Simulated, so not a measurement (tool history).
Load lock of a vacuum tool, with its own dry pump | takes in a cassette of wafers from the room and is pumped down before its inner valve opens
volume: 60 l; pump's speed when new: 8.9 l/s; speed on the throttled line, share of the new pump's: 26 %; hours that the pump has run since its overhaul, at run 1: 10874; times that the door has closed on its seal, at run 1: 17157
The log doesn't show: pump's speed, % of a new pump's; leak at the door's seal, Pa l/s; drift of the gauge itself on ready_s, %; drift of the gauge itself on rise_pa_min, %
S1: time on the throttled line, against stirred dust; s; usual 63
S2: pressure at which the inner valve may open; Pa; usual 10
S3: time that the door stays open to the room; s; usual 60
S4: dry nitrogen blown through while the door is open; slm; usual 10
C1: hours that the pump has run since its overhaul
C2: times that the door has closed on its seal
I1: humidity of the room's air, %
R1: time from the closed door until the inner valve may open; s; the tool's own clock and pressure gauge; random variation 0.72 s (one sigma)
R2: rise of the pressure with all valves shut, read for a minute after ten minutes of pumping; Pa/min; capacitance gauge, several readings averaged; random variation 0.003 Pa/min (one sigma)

run    hour  S1  S2   S3  S4     C1     C2    I1     R1     R2
  1     0.0  63  10   60  10  10874  17157  46.0  113.3  0.103
  2    92.3  63  10   60  10  10967  17547  44.7  115.6  0.105
  3   185.0  63  10   60  10  11059  17939  46.6  113.7  0.104
  4   258.2  63  10   60  10  11132  18248  46.4  114.5  0.111
  5   368.1  63  10   60  10  11242  18713  43.3  113.5  0.100
  6   439.1  63  10   60  10  11313  19013  42.6  113.7  0.111
  7   494.8  63  10   60  10  11369  19248  42.7  113.7  0.112
  8   570.4  71  10   60  10  11445  19567  47.7  120.9  0.114
  9   674.1  63  10   60  31  11548  20005  39.9  114.1  0.103
 10   747.5  63  10   60  31  11622  20316  44.9  115.3  0.103
      795.0  -- dry pump taken out, an overhauled one fitted
 11   847.5  63  10   60  31     52  20713  45.9  108.1  0.104
 12   897.6  63  10   60  31    103  20925  43.5  109.7  0.115
 13   959.9  63  10   60  31    165  21188  49.3  108.4  0.113
 14  1071.3  63  10   63  10    276  21658  46.5  109.2  0.124
 15  1159.3  63  10   63  12    364  22030  45.0  110.0  0.124
 16  1274.6  63  10   60  10    480  22517  45.4  109.0  0.129
 17  1356.5  63  10   60  10    561  22863  46.2  109.1  0.133
 18  1468.3  63  10  141  10    673  23336  43.7  108.9  0.162
 19  1575.7  76  19  104  23    781  23790  45.5  114.1  0.147
 20  1677.0  63  17   60  10    882  24217  42.9  105.7  0.148
 21  1784.5  63  17   60  10    989  24672  46.6  106.4  0.142

Forecast run 22:
 22  1851.9  63  11  164  10  1057  24956  46.9   ?   ?

Run 22 gave R1 109.1 s, R2 0.188 Pa/min.
Without the tool's hidden state the same run would have given R1 108.7 s, R2 0.084 Pa/min.
